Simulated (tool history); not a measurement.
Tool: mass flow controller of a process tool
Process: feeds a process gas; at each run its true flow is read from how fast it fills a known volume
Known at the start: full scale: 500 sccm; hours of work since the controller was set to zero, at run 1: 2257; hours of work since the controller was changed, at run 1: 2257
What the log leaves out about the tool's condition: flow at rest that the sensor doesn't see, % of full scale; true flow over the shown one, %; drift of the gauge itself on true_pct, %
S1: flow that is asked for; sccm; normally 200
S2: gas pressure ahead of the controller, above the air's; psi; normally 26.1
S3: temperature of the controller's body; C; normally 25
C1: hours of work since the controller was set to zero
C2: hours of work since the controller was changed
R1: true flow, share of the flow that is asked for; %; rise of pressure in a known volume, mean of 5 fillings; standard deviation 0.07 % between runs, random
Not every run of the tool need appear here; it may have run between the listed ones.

{"run": 1, "hour": 0.0, "S1": 200, "S2": 26.1, "S3": 25, "C1": 2257, "C2": 2257, "R1": 97.87}
{"run": 2, "hour": 139.4, "S1": 200, "S2": 26.1, "S3": 25, "C1": 2332, "C2": 2332, "R1": 97.71}
{"run": 3, "hour": 235.7, "S1": 200, "S2": 26.1, "S3": 25, "C1": 2383, "C2": 2383, "R1": 97.71}
{"run": 4, "hour": 330.2, "S1": 200, "S2": 28.6, "S3": 25, "C1": 2434, "C2": 2434, "R1": 97.58}
{"run": 5, "hour": 455.2, "S1": 200, "S2": 26.1, "S3": 25, "C1": 2501, "C2": 2501, "R1": 97.59}
{"run": 6, "hour": 537.7, "S1": 200, "S2": 26.1, "S3": 25, "C1": 2545, "C2": 2545, "R1": 97.62}
{"run": 7, "hour": 694.0, "S1": 200, "S2": 26.1, "S3": 25, "C1": 2628, "C2": 2628, "R1": 97.51}
{"run": 8, "hour": 847.6, "S1": 200, "S2": 26.1, "S3": 25, "C1": 2711, "C2": 2711, "R1": 97.59}
{"run": 9, "hour": 969.9, "S1": 200, "S2": 26.1, "S3": 25, "C1": 2776, "C2": 2776, "R1": 97.64}
{"run": 10, "hour": 1078.8, "S1": 200, "S2": 26.1, "S3": 25, "C1": 2834, "C2": 2834, "R1": 97.45}
{"run": 11, "hour": 1261.6, "S1": 200, "S2": 26.1, "S3": 25, "C1": 2932, "C2": 2932, "R1": 97.38}
{"run": 12, "hour": 1380.9, "S1": 200, "S2": 26.1, "S3": 25, "C1": 2996, "C2": 2996, "R1": 97.35}
{"run": 13, "hour": 1501.7, "S1": 200, "S2": 25.5, "S3": 25, "C1": 3060, "C2": 3060, "R1": 97.35}
{"run": 14, "hour": 1594.6, "S1": 387, "S2": 25.7, "S3": 37, "C1": 3110, "C2": 3110, "R1": 99.58}

For some of the steps in R1 from one run to the next: how much would appear even if the tool had no hidden state, given the settings, what came in and random variation, and how much remains for the hidden state plus any gauge scatter that the measured result and the result without hidden state don't share?
Run 13 -> 14: S1 200 -> 387, S2 25.5 -> 25.7, S3 25 -> 37. R1 +2.23 %: hidden state +0.18, all else +2.05.

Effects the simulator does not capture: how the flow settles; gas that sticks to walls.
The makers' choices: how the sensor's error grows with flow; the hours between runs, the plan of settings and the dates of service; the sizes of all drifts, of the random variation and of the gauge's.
